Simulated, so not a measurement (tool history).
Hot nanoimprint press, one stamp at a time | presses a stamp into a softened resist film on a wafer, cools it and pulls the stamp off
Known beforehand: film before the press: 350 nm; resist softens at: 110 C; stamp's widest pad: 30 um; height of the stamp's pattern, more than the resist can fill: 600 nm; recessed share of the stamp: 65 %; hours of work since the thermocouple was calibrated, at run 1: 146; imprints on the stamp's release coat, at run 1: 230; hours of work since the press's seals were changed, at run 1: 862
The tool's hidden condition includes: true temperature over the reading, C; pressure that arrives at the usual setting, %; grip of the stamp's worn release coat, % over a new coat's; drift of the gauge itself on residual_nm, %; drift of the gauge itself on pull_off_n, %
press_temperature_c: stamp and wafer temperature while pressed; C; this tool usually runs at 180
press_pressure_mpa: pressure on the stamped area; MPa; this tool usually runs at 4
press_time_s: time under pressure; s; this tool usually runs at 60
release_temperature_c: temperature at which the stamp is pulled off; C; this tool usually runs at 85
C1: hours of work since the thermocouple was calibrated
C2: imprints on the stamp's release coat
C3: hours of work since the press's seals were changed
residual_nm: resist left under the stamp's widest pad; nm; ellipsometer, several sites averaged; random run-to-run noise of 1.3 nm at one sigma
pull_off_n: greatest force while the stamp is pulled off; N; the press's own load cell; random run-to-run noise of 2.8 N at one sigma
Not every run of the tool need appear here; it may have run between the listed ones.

{"run": 1, "hour": 0.0, "press_temperature_c": 180, "press_pressure_mpa": 4, "press_time_s": 60, "release_temperature_c": 85, "C1": 146, "C2": 230, "C3": 862, "residual_nm": 197.9, "pull_off_n": 129}
{"run": 2, "hour": 47.5, "press_temperature_c": 180, "press_pressure_mpa": 4, "press_time_s": 60, "release_temperature_c": 85, "C1": 182, "C2": 474, "C3": 897, "residual_nm": 193.8, "pull_off_n": 130}
{"run": 3, "hour": 94.3, "press_temperature_c": 180, "press_pressure_mpa": 4, "press_time_s": 60, "release_temperature_c": 85, "C1": 217, "C2": 714, "C3": 932, "residual_nm": 197.5, "pull_off_n": 132}
{"run": 4, "hour": 136.9, "press_temperature_c": 180, "press_pressure_mpa": 4, "press_time_s": 60, "release_temperature_c": 85, "C1": 248, "C2": 933, "C3": 964, "residual_nm": 196.7, "pull_off_n": 133}
{"hour": 163.7, "done": "stamp cleaned and given a new release coat"}
{"run": 5, "hour": 216.8, "press_temperature_c": 180, "press_pressure_mpa": 4, "press_time_s": 60, "release_temperature_c": 85, "C1": 303, "C2": 273, "C3": 1019, "residual_nm": 197.0, "pull_off_n": 129}
{"run": 6, "hour": 256.3, "press_temperature_c": 180, "press_pressure_mpa": 4, "press_time_s": 60, "release_temperature_c": 85, "C1": 333, "C2": 476, "C3": 1048, "residual_nm": 194.2, "pull_off_n": 133}
{"hour": 297.7, "done": "press's hydraulic seals changed and the load cell set to zero"}
{"run": 7, "hour": 316.4, "press_temperature_c": 180, "press_pressure_mpa": 4, "press_time_s": 60, "release_temperature_c": 85, "C1": 372, "C2": 744, "C3": 14, "residual_nm": 197.2, "pull_off_n": 139}
{"run": 8, "hour": 368.2, "press_temperature_c": 180, "press_pressure_mpa": 4, "press_time_s": 60, "release_temperature_c": 85, "C1": 410, "C2": 1009, "C3": 52, "residual_nm": 194.6, "pull_off_n": 131}
{"hour": 383.2, "done": "stamp cleaned and given a new release coat"}
{"hour": 407.5, "done": "plate thermocouple calibrated"}
{"run": 9, "hour": 438.4, "press_temperature_c": 180, "press_pressure_mpa": 4, "press_time_s": 60, "release_temperature_c": 85, "C1": 23, "C2": 268, "C3": 98, "residual_nm": 197.2, "pull_off_n": 135}
{"run": 10, "hour": 490.9, "press_temperature_c": 181, "press_pressure_mpa": 4, "press_time_s": 60, "release_temperature_c": 85, "C1": 62, "C2": 538, "C3": 137, "residual_nm": 188.1, "pull_off_n": 134}
{"run": 11, "hour": 553.2, "press_temperature_c": 174, "press_pressure_mpa": 4, "press_time_s": 60, "release_temperature_c": 85, "C1": 109, "C2": 858, "C3": 184, "residual_nm": 239.2, "pull_off_n": 133}
{"hour": 597.8, "done": "stamp cleaned and given a new release coat"}
{"run": 12, "hour": 622.6, "press_temperature_c": 174, "press_pressure_mpa": 4, "press_time_s": 60, "release_temperature_c": 85, "C1": 156, "C2": 128, "C3": 231, "residual_nm": 237.4, "pull_off_n": 127}
{"run": 13, "hour": 695.6, "press_temperature_c": 180, "press_pressure_mpa": 4, "press_time_s": 60, "release_temperature_c": 85, "C1": 210, "C2": 503, "C3": 285, "residual_nm": 195.1, "pull_off_n": 129}
{"run": 14, "hour": 774.0, "press_temperature_c": 180, "press_pressure_mpa": 4, "press_time_s": 60, "release_temperature_c": 85, "C1": 269, "C2": 905, "C3": 344, "residual_nm": 194.9, "pull_off_n": 135}
{"hour": 811.3, "done": "stamp cleaned and given a new release coat"}
{"run": 15, "hour": 819.4, "press_temperature_c": 180, "press_pressure_mpa": 4, "press_time_s": 60, "release_temperature_c": 85, "C1": 298, "C2": 42, "C3": 373, "residual_nm": 196.5, "pull_off_n": 130}
{"run": 16, "hour": 874.7, "press_temperature_c": 180, "press_pressure_mpa": 4, "press_time_s": 60, "release_temperature_c": 91, "C1": 339, "C2": 326, "C3": 414, "residual_nm": 198.3, "pull_off_n": 122}
{"run": 17, "hour": 923.7, "press_temperature_c": 180, "press_pressure_mpa": 4, "press_time_s": 60, "release_temperature_c": 91, "C1": 376, "C2": 578, "C3": 451, "residual_nm": 195.6, "pull_off_n": 124}
{"hour": 1004.3, "done": "plate thermocouple calibrated"}
{"run": 18, "hour": 1004.3, "press_temperature_c": 180, "press_pressure_mpa": 4, "press_time_s": 60, "release_temperature_c": 91, "C1": 0, "C2": 977, "C3": 509, "residual_nm": 196.8, "pull_off_n": 126}
{"hour": 1028.8, "done": "stamp cleaned and given a new release coat"}
{"run": 19, "hour": 1087.1, "press_temperature_c": 172, "press_pressure_mpa": 4, "press_time_s": 118, "release_temperature_c": 91, "C1": 57, "C2": 300, "C3": 566, "residual_nm": 214.9, "pull_off_n": 124}
{"run": 20, "hour": 1121.1, "press_temperature_c": 172, "press_pressure_mpa": 4, "press_time_s": 118, "release_temperature_c": 91, "C1": 83, "C2": 475, "C3": 591, "residual_nm": 213.7, "pull_off_n": 123}

Run 21 is up next; what results do you expect?
{"run": 21, "hour": 1166.3, "press_temperature_c": 172, "press_pressure_mpa": 4, "press_time_s": 118, "release_temperature_c": 91, "C1": 116, "C2": 707, "C3": 625, "residual_nm": "?", "pull_off_n": "?"}

Run 21 produced residual_nm 215.8 nm, pull_off_n 125 N.
With no hidden state in the tool, this same run would have given residual_nm 215.6 nm, pull_off_n 124 N.
